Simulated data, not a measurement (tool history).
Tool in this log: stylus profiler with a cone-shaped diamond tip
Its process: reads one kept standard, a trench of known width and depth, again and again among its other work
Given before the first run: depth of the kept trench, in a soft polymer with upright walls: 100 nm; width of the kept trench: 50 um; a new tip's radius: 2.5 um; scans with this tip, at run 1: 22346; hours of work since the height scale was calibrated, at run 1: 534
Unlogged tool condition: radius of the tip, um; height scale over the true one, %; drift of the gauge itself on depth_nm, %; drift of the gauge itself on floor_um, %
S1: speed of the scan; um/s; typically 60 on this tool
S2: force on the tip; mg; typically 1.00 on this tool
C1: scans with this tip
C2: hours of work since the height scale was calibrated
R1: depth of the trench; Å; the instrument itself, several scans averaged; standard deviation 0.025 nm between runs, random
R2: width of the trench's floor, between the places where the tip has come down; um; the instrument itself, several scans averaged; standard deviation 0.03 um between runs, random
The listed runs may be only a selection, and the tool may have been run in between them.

run	hour	S1	S2	C1	C2	R1	R2
1	0.0	60	1.00	22346	534	1010.3	47.36
2	124.2	60	1.00	23630	620	1010.8	47.29
3	222.3	60	1.00	24645	687	1011.0	47.25
4	343.3	60	1.00	25896	771	1011.2	47.25
5	418.9	60	1.00	26677	823	1011.6	47.19
6	480.0	60	1.00	27309	865	1011.6	47.19
# hour 572.4: height scale calibrated on a step standard
7	584.4	60	1.00	28383	8	1008.8	47.22
8	678.5	60	1.00	29356	73	1009.1	47.15
9	741.9	48	1.00	30011	117	1009.2	47.22
10	826.7	60	1.00	30889	176	1009.7	47.07
11	897.5	60	1.00	31621	225	1009.4	47.06
12	1010.5	22	1.00	32788	303	1010.1	47.31
13	1139.1	22	1.00	34118	392	1009.9	47.27
14	1224.1	170	1.00	34997	450	1010.4	46.29
# hour 1305.9: new tip fitted, height scale calibrated
15	1329.8	84	0.80	247	16	1007.5	47.90
16	1403.6	89	0.71	1010	68	1007.1	47.87
17	1511.8	30	2.09	2129	142	1014.8	48.32
18	1575.0	16	0.34	2783	186	1004.9	48.30
19	1667.6	17	2.45	3740	250	1016.7	48.36
20	1765.2	28	2.45	4749	317	1016.8	48.28
21	1847.2	137	1.27	5597	374	1011.5	47.50
22	1932.7	15	1.89	6480	433	1014.4	48.22
23	2026.9	15	1.89	7455	498	1014.7	48.20

Run 24 has not been measured yet. What should we expect?
24	2130.5	15	1.89	8525	570	?	?

R1: 1015.7 Å
R2: 48.16 um
On a tool with no hidden condition, and with the same random variation, this run would have come out at R1 1014.0 Å, R2 48.53 um.
